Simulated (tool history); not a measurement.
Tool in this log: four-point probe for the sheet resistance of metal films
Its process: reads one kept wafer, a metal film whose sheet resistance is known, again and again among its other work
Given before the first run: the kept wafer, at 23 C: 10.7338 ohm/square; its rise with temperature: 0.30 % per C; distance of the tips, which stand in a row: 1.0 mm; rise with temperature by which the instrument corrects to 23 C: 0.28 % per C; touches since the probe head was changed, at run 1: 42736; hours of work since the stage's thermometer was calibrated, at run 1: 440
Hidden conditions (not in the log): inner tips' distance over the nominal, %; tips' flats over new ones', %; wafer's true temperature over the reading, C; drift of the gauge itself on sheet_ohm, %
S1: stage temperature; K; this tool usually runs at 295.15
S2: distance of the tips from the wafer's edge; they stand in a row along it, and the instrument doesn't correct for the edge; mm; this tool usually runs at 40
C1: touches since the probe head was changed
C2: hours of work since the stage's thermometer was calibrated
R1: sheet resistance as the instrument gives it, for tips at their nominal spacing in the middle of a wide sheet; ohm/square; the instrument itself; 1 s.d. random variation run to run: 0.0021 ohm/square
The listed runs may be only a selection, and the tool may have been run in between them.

run,hour,S1,S2,C1,C2,R1
1,0.0,295.15,40,42736,440,10.748081
2,19.8,295.15,40,43486,453,10.747637
3,31.3,295.15,40,43925,461,10.746947
4,50.3,295.15,40,44647,474,10.748264
5,72.3,295.15,40,45483,489,10.746195
6,84.8,295.15,40,45956,498,10.749921
7,99.2,295.15,40,46503,507,10.746407
8,113.2,295.15,40,47036,517,10.743896
9,139.0,295.15,71,48014,535,10.743800
10,151.9,308.15,73,48504,543,10.765295
# hour 154.1: stage's thermometer calibrated
11,168.2,294.15,62,49102,10,10.740531
12,190.1,302.15,8,49937,25,10.846687
# hour 197.6: stage's thermometer calibrated, once more
13,207.6,302.15,8,50581,7,10.836823
14,221.3,291.15,70,51102,16,10.730035
15,244.6,291.15,70,51986,32,10.729398
16,265.7,300.15,3,52790,46,11.348908
17,287.6,300.15,3,53618,61,11.347087

Each row is a separate what-if for the run after 17, all from the same tool condition, not one after another. Results?
A,301.7,295.15,18,54156,71,?
B,301.7,298.15,5,54156,71,?
C,301.7,295.15,10,54156,71,?

run,R1
A,10.753412
B,10.965404
C,10.796344
The same runs, with their run-to-run variation unchanged, on a tool lacking any hidden condition would have given:
run,R1
A,10.749590
B,10.961526
C,10.792508
